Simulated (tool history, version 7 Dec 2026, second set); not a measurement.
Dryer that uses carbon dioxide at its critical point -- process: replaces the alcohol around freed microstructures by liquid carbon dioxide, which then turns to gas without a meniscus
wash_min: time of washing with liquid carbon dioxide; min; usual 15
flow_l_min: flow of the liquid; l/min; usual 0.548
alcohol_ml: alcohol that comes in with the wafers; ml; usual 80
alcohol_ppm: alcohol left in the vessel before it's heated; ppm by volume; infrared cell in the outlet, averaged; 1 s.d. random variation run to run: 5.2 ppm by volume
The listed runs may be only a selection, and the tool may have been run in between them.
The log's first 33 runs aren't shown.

run   hour  wash_min  flow_l_min  alcohol_ml  alcohol_ppm
 34  457.4        15       0.833          67          121
 35  476.0        15       0.833          67          112
 36  484.4        15       0.833          67          112
 37  503.7        15       0.833          67          101
 38  512.3         9       0.524          69         1662
 39  528.8        15       0.380          91         1046
 40  546.6        15       0.380          91         1037
 41  564.1        19       0.747          91          121
 42  574.3        15       0.901          80          112
 43  592.6        14       0.572          28          167
 44  610.2        11       0.437          47         1111
 45  625.2         9       0.437          47         2134
 46  643.5        12       0.485          35          451
 47  660.9        12       0.485          35          454

Forecast each of these 4 alternatives for the next run:
  A  677.4        19       0.548          80            ?
  B  677.4        10       0.459          32            ?
  C  677.4        15       0.712          47            ?
  D  677.4        11       0.548          80            ?

run  alcohol_ppm
  A          149
  B          924
  C          130
  D          757
The same runs, with their run-to-run variation unchanged, on a tool lacking any hidden condition would have given:
run  alcohol_ppm
  A           24
  B          727
  C            6
  D          559
